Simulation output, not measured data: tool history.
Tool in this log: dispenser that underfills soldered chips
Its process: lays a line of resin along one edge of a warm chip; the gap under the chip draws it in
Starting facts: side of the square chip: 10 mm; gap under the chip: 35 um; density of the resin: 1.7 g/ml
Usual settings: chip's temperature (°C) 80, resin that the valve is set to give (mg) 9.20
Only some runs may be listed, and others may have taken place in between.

run	day	chip's temperature (°C)	resin that the valve is set to give (mg)	time until the resin shows at the far edge (s)	resin that the valve gave (mg)
1	0.000	80	9.20	121.5	9.08
# day 0.096: new syringe of resin
2	0.212	80	9.20	106.9	9.12
# day 0.450: new syringe of resin
3	0.621	80	9.20	112.8	9.02
# day 0.804: new syringe of resin
4	0.925	80	10.91	104.1	10.79
5	1.092	80	10.91	118.7	10.67
# day 1.158: new syringe of resin
6	1.321	80	10.91	111.1	10.73
# day 1.525: new syringe of resin
7	1.612	80	9.20	109.3	9.00
# day 1.879: new syringe of resin
8	1.883	80	9.20	100.0	9.01
9	2.062	80	9.20	115.7	8.85
# day 2.233: new syringe of resin
10	2.333	76	8.36	131.5	8.14
# day 2.583: new syringe of resin
11	2.700	74	10.48	138.6	10.10
# day 2.938: new syringe of resin
12	3.038	73	11.55	145.4	11.17
# day 3.296: new syringe of resin
13	3.371	73	9.01	144.3	8.65
# day 3.658: new syringe of resin
14	3.738	71	7.86	162.0	7.44
15	3.975	69	10.77	201.7	10.23
# day 4.017: new syringe of resin
16	4.279	71	9.26	175.4	8.79
# day 4.392: new syringe of resin
17	4.550	91	9.26	69.9	8.82

What if the next run were any one of these 3? Each begins from the tool's condition after run 17:
# day 4.762: new syringe of resin
A	4.808	87	11.00	?	?
# day 4.762: new syringe of resin
B	4.808	80	8.20	?	?
# day 4.762: new syringe of resin
C	4.808	91	9.06	?	?

run	time until the resin shows at the far edge (s)	resin that the valve gave (mg)
A	74.7	10.37
B	105.8	7.78
C	63.2	8.46
The same runs, with their run-to-run variation unchanged, on a tool lacking any hidden condition would have given:
run	time until the resin shows at the far edge (s)	resin that the valve gave (mg)
A	76.3	10.99
B	107.0	8.25
C	64.1	8.98
